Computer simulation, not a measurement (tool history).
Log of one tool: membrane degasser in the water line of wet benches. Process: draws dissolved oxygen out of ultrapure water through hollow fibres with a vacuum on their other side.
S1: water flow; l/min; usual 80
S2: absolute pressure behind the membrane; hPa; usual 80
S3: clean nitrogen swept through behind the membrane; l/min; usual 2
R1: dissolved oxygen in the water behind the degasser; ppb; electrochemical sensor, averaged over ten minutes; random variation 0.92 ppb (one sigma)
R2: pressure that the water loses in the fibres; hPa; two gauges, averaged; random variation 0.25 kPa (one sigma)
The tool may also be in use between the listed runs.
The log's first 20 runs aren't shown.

run    hour   S1     S2    S3     R1      R2
 21  1428.1   71  130.2  1.31  920.7   638.7
 22  1535.1   80   51.2     2  165.5   720.3
 23  1608.4   80   51.2     2  166.3   726.3
 24  1692.1   80   51.2     2  165.7   723.4
 25  1758.7   80   89.5  5.47  201.2   726.4
 26  1836.9   80   49.3  5.47     70   720.8
 27  1905.9   87     80  2.39  361.4   784.6
 28  2012.8   73     80     2  357.7   663.4
 29  2069.9  117   54.2  2.91  212.7  1052.3
 30  2126.4  117   54.2  2.91  212.2  1056.6
 31  2235.2  117   56.8  0.88  475.4  1059.1
 32  2344.4  117   56.8  0.88  480.3  1059.7

3 ways to go on from here, each from the tool as it stands after run 32. What would each give?
  A  2398.8  117  56.8  1.25   ?   ?
  B  2398.8   80  74.7  4.19   ?   ?
  C  2398.8  119  77.9  0.88   ?   ?

run     R1      R2
  A  393.9  1063.5
  B  192.5   728.8
  C    833  1081.4
Without the tool's hidden state the same runs would have given:
run     R1      R2
  A  374.9   997.8
  B  185.7   683.8
  C  813.1  1014.5

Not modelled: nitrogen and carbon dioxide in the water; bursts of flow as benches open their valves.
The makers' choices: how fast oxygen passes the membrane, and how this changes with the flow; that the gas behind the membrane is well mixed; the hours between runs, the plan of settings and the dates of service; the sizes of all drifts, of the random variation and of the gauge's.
